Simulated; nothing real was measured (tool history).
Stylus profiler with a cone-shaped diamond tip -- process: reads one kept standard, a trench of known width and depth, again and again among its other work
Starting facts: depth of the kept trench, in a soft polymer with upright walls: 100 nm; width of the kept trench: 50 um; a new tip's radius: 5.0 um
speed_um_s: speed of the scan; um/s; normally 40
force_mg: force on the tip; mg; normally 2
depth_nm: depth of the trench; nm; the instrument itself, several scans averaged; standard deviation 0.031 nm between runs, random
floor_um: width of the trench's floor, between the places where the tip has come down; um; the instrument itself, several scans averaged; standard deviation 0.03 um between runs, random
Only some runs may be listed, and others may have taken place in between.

run      day  speed_um_s  force_mg  depth_nm  floor_um
  1        0          40         2    100.25     46.11
  2    2.867          40         2    100.25     46.08
  3     7.05          40         2    100.28     46.07
       8.575  -- new tip fitted, height scale calibrated
  4   10.808          40         2    100.44     47.75
  5   16.208          40         2    100.46     47.69
  6   21.554          14         2    100.32     47.73
  7   26.062          14         2    100.31     47.67
  8   29.167          63         2    100.36     47.33
  9   33.704          63         2    100.31      47.3
 10   38.892          29         2    100.27      47.3
 11   41.242          29         2    100.24     47.33
 12   46.262          40         2    100.24     47.15
 13   49.358          40         2     100.2     47.14
 14   53.992          45         2    100.13     47.06
 15   59.246          45         2    100.13     46.97
 16   62.342          45         2    100.06      46.9
 17   67.833          25       1.6    100.02     46.96
 18   71.012         110      5.55     100.5     46.71
 19   75.117          32      2.25    100.06     46.92
 20   79.954          71      1.61     99.85     46.58
 21   83.954          12      3.13    100.06     46.91
 22   87.846          12      3.13    100.07     46.83
 23   90.617          73      1.48     99.85     46.37
 24     94.5          40       1.1     99.69     46.55
 25   99.792          42      5.11    100.23     46.65
 26  103.829         107      2.22     99.78     46.16
     106.583  -- height scale calibrated on a step standard
 27  106.675         116       3.3    100.76     46.18
 28  109.717         116       3.3    100.71     46.14
 29   111.95         101      1.17    100.39      45.9
 30  116.554         101      1.17    100.32     45.88
 31  120.183          69      2.57    100.52     46.21
 32  123.721          30      1.32    100.29     46.36

Below are 4 alternative next runs, each starting from the tool's condition after run 32. Predict each:
  A  129.067          15      1.05         ?         ?
  B  129.067          30      1.76         ?         ?
  C  129.067          51      2.04         ?         ?
  D  129.067          36         2         ?         ?

run  depth_nm  floor_um
  A    100.22     46.33
  B    100.32     46.27
  C    100.42     46.18
  D    100.38     46.28
Without the tool's hidden state the same runs would have given:
run  depth_nm  floor_um
  A    100.34     47.87
  B    100.44     47.81
  C    100.53     47.72
  D     100.5     47.82

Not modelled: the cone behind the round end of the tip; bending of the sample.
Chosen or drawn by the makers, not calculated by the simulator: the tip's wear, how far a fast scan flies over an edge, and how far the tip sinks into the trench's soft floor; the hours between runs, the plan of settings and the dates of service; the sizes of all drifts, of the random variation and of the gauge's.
